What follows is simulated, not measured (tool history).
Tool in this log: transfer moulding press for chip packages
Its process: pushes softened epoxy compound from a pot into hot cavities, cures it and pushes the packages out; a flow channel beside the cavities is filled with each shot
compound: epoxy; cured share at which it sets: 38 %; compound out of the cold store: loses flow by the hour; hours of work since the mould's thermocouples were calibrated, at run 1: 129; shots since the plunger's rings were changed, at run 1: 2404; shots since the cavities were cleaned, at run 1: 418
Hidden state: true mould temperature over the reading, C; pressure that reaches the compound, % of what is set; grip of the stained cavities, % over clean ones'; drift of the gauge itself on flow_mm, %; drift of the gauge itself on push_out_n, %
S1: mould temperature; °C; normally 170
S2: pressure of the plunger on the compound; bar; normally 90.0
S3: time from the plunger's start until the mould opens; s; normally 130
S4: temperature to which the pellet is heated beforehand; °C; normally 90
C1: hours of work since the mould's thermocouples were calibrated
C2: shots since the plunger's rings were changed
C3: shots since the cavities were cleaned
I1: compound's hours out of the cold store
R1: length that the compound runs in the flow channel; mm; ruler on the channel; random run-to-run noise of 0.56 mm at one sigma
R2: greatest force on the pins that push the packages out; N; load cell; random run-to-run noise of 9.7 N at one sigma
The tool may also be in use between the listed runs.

| run | hour | S1 | S2 | S3 | S4 | C1 | C2 | C3 | I1 | R1 | R2 |
|---|---|---|---|---|---|---|---|---|---|---|---|
| 1 | 0.0 | 170 | 90.0 | 130 | 90 | 129 | 2404 | 418 | 10.3 | 685.2 | 671 |
| 2 | 25.5 | 170 | 90.0 | 130 | 90 | 146 | 2638 | 652 | 39.7 | 605.5 | 711 |
|  | 32.1 | cavities cleaned with cleaning compound and waxed |
| 3 | 65.2 | 170 | 90.0 | 130 | 90 | 171 | 2989 | 304 | 38.5 | 608.5 | 621 |
| 4 | 97.1 | 170 | 90.0 | 130 | 90 | 193 | 3281 | 596 | 22.2 | 648.8 | 738 |
|  | 110.7 | cavities cleaned with cleaning compound and waxed |
|  | 124.8 | plunger's sealing rings changed |
| 5 | 128.6 | 170 | 90.0 | 130 | 90 | 211 | 35 | 141 | 20.6 | 666.0 | 549 |
| 6 | 153.4 | 170 | 90.0 | 130 | 90 | 228 | 263 | 369 | 45.2 | 602.9 | 637 |
| 7 | 181.5 | 170 | 90.0 | 130 | 90 | 247 | 520 | 626 | 32.4 | 633.7 | 713 |
|  | 190.6 | cavities cleaned with cleaning compound and waxed |
| 8 | 215.5 | 170 | 87.2 | 130 | 90 | 269 | 818 | 228 | 10.9 | 679.7 | 563 |
| 9 | 250.8 | 170 | 90.0 | 130 | 90 | 292 | 1142 | 552 | 36.7 | 620.2 | 653 |
|  | 268.7 | cavities cleaned with cleaning compound and waxed |
| 10 | 268.7 | 170 | 90.0 | 130 | 90 | 303 | 1293 | 0 | 24.0 | 652.4 | 459 |
| 11 | 301.1 | 170 | 90.0 | 130 | 90 | 325 | 1590 | 297 | 31.8 | 630.6 | 636 |
| 12 | 320.2 | 170 | 90.0 | 130 | 90 | 338 | 1766 | 473 | 24.5 | 647.7 | 695 |
|  | 346.4 | cavities cleaned with cleaning compound and waxed |
| 13 | 359.8 | 170 | 90.0 | 130 | 88 | 363 | 2115 | 122 | 44.3 | 598.2 | 527 |
| 14 | 397.3 | 170 | 90.0 | 152 | 88 | 389 | 2459 | 466 | 45.7 | 593.1 | 631 |
|  | 423.7 | cavities cleaned with cleaning compound and waxed |
| 15 | 433.2 | 170 | 68.5 | 130 | 88 | 412 | 2775 | 87 | 19.3 | 574.5 | 517 |
| 16 | 462.9 | 163 | 68.5 | 146 | 90 | 432 | 3048 | 360 | 18.9 | 597.1 | 820 |
| 17 | 492.9 | 168 | 107.3 | 112 | 90 | 452 | 3324 | 636 | 25.0 | 708.7 | 963 |
|  | 501.0 | cavities cleaned with cleaning compound and waxed |
|  | 514.2 | plunger's sealing rings changed |
| 18 | 522.4 | 170 | 90.0 | 130 | 94 | 469 | 74 | 173 | 30.7 | 642.9 | 571 |
| 19 | 549.5 | 173 | 73.5 | 136 | 90 | 487 | 323 | 422 | 35.1 | 561.8 | 639 |
|  | 581.3 | cavities cleaned with cleaning compound and waxed |
| 20 | 581.3 | 174 | 81.2 | 129 | 87 | 507 | 601 | 0 | 13.6 | 639.6 | 448 |
| 21 | 618.7 | 174 | 81.2 | 129 | 87 | 533 | 944 | 343 | 46.6 | 559.9 | 608 |
| 22 | 652.9 | 176 | 83.1 | 119 | 87 | 556 | 1258 | 657 | 47.9 | 556.7 | 673 |
|  | 658.4 | cavities cleaned with cleaning compound and waxed |
| 23 | 684.2 | 176 | 83.1 | 119 | 87 | 576 | 1532 | 237 | 27.2 | 603.8 | 596 |
| 24 | 710.2 | 176 | 83.1 | 119 | 87 | 593 | 1771 | 476 | 23.4 | 611.0 | 643 |
| 25 | 726.0 | 177 | 95.3 | 144 | 89 | 604 | 1915 | 620 | 15.1 | 673.3 | 640 |
|  | 736.9 | cavities cleaned with cleaning compound and waxed |
| 26 | 748.0 | 177 | 95.3 | 144 | 89 | 617 | 2104 | 102 | 37.1 | 615.9 | 480 |
| 27 | 768.4 | 173 | 82.4 | 130 | 90 | 631 | 2291 | 289 | 22.3 | 618.9 | 581 |

Consider 3 possible next runs. They are alternatives, not a sequence: every one starts from the tool as it was left by run 27. What does each give?
| A | 794.1 | 163 | 68.4 | 130 | 82 | 648 | 2526 | 524 | 8.3 | ? | ? |
| B | 794.1 | 173 | 73.3 | 144 | 90 | 648 | 2526 | 524 | 29.5 | ? | ? |
| C | 794.1 | 173 | 81.6 | 114 | 85 | 648 | 2526 | 524 | 8.3 | ? | ? |

| run | R1 | R2 |
|---|---|---|
| A | 631.1 | 1195 |
| B | 565.8 | 660 |
| C | 650.5 | 753 |
With the hidden condition removed and each run's random variation left untouched, the same runs would have given:
| run | R1 | R2 |
|---|---|---|
| A | 636.7 | 683 |
| B | 571.7 | 415 |
| C | 657.2 | 457 |
